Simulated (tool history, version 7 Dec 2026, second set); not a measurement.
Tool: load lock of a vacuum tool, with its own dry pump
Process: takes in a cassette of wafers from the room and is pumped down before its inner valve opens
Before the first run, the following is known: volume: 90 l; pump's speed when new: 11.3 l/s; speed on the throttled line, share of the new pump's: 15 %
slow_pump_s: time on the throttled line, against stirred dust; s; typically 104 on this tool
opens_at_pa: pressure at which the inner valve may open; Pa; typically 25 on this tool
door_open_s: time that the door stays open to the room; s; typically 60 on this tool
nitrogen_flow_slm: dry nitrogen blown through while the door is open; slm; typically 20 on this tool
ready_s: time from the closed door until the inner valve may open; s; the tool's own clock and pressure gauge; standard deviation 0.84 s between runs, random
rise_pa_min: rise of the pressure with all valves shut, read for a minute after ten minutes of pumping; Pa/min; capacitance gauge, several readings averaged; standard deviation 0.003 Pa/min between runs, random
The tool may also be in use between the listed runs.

| run | hour | slow_pump_s | opens_at_pa | door_open_s | nitrogen_flow_slm | incoming humidity of the room's air, % | ready_s | rise_pa_min |
|---|---|---|---|---|---|---|---|---|
| 1 | 0.0 | 104 | 25 | 60 | 20 | 43.2 | 155.2 | 0.023 |
| 2 | 407.6 | 104 | 25 | 60 | 20 | 46.7 | 155.2 | 0.027 |
| 3 | 753.9 | 104 | 25 | 60 | 20 | 40.6 | 154.5 | 0.023 |
| 4 | 1025.9 | 104 | 25 | 60 | 20 | 44.1 | 153.2 | 0.025 |
| 5 | 1527.6 | 104 | 25 | 60 | 20 | 44.4 | 155.3 | 0.026 |
| 6 | 1993.7 | 104 | 32 | 60 | 20 | 47.0 | 153.7 | 0.030 |
| 7 | 2489.1 | 75 | 25 | 60 | 20 | 44.2 | 131.2 | 0.026 |
| 8 | 2998.5 | 104 | 23 | 60 | 20 | 43.8 | 154.5 | 0.029 |
| 9 | 3458.4 | 113 | 25 | 60 | 20 | 43.4 | 161.4 | 0.029 |
| 10 | 3693.7 | 104 | 25 | 60 | 20 | 45.4 | 154.9 | 0.025 |
| 11 | 4192.2 | 104 | 25 | 60 | 20 | 44.4 | 154.6 | 0.027 |
| 12 | 4600.0 | 104 | 25 | 60 | 20 | 44.3 | 154.7 | 0.027 |
| 13 | 4920.9 | 104 | 25 | 60 | 20 | 46.5 | 155.2 | 0.028 |
| 14 | 5350.5 | 104 | 25 | 60 | 20 | 43.8 | 156.0 | 0.025 |
| 15 | 5750.5 | 104 | 25 | 60 | 20 | 42.4 | 154.2 | 0.022 |
| 16 | 6243.7 | 104 | 25 | 60 | 20 | 44.3 | 155.4 | 0.026 |
| 17 | 6712.4 | 104 | 25 | 60 | 20 | 43.8 | 153.2 | 0.030 |
| 18 | 6974.4 | 104 | 25 | 60 | 7 | 45.6 | 154.5 | 0.036 |

What does the tool deliver on the next run?
| 19 | 7502.5 | 201 | 25 | 120 | 14 | 45.6 | ? | ? |

ready_s: 237.8 s
rise_pa_min: 0.057 Pa/min
If the tool had no hidden condition, the same run with the same run-to-run variation would have returned ready_s 237.7 s, rise_pa_min 0.056 Pa/min.
